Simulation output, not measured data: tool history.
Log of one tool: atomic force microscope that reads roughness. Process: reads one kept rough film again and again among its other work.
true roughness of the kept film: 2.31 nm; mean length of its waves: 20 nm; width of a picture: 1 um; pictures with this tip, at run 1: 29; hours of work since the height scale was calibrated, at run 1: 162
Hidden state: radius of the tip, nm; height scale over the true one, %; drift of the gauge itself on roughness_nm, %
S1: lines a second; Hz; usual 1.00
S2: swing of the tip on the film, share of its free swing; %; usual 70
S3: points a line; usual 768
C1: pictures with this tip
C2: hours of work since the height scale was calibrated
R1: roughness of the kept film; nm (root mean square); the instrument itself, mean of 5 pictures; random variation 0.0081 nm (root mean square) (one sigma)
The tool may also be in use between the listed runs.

run,hour,S1,S2,S3,C1,C2,R1
1,0.0,1.00,70,768,29,162,1.521
2,17.1,1.00,70,437,49,171,1.323
3,33.8,2.40,70,437,69,180,1.094
# hour 36.1: new tip fitted
4,45.3,2.39,70,768,10,186,1.506
5,54.9,2.39,70,768,21,191,1.396
6,69.1,2.39,70,768,38,199,1.250
7,86.2,2.39,70,768,57,208,1.122
8,95.8,2.39,70,768,69,213,1.056
# hour 98.8: new tip fitted
9,107.3,1.00,70,768,10,219,1.616
10,115.9,1.00,70,750,20,224,1.508
11,131.2,1.00,70,750,38,232,1.358
12,141.9,1.00,70,768,50,238,1.264
# hour 160.2: new tip fitted
13,160.4,3.59,70,768,0,247,1.516
# hour 162.3: height scale calibrated on a step standard
14,175.7,3.42,56,768,16,7,1.524
15,187.4,1.23,73,1016,30,13,1.362
16,195.9,1.23,73,1016,40,18,1.307
17,210.7,1.23,73,1016,57,26,1.193
# hour 223.2: new tip fitted
18,223.2,0.79,73,1016,0,32,1.759
19,237.1,1.00,56,768,16,40,1.606
20,255.4,2.57,75,672,37,50,1.199
# hour 265.0: height scale calibrated on a step standard, once more
21,270.0,2.57,75,672,53,3,1.099
22,284.7,0.95,56,410,70,11,1.184
# hour 286.5: new tip fitted
23,303.1,0.95,56,410,19,20,1.590
24,320.8,0.95,56,410,40,30,1.394

How the hidden state differs across the entries between the runs, from the last listed run before each to the first after it:
Between runs 3 and 4: new tip fitted (hour 36.1)
  radius of the tip, nm: 35.8 -> 13.8
  measured less the result without the state, R1: -0.524 -> -0.111 nm (root mean square)
Between runs 8 and 9: new tip fitted (hour 98.8)
  radius of the tip, nm: 39.1 -> 14.6
  measured less the result without the state, R1: -0.574 -> -0.146 nm (root mean square)
Between runs 12 and 13: new tip fitted (hour 160.2)
  radius of the tip, nm: 30.8 -> 10.1; height scale over the true one, %: -0.39 -> -0.4
  measured less the result without the state, R1: -0.496 -> -0.010 nm (root mean square)
Between runs 13 and 14: height scale calibrated on a step standard (hour 162.3)
  radius of the tip, nm: 10.1 -> 16.6; height scale over the true one, %: -0.4 -> -0.49
  measured less the result without the state, R1: -0.010 -> -0.194 nm (root mean square)
Between runs 17 and 18: new tip fitted (hour 223.2)
  radius of the tip, nm: 33.3 -> 10.1
  measured less the result without the state, R1: -0.524 -> -0.014 nm (root mean square)
Between runs 20 and 21: height scale calibrated on a step standard, once more (hour 265.0)
  radius of the tip, nm: 24.6 -> 31; height scale over the true one, %: -0.53 -> 0.05
  measured less the result without the state, R1: -0.333 -> -0.428 nm (root mean square)
Between runs 22 and 23: new tip fitted (hour 286.5)
  radius of the tip, nm: 37.6 -> 17.5; height scale over the true one, %: 0.05 -> 0.04
  measured less the result without the state, R1: -0.611 -> -0.220 nm (root mean square)
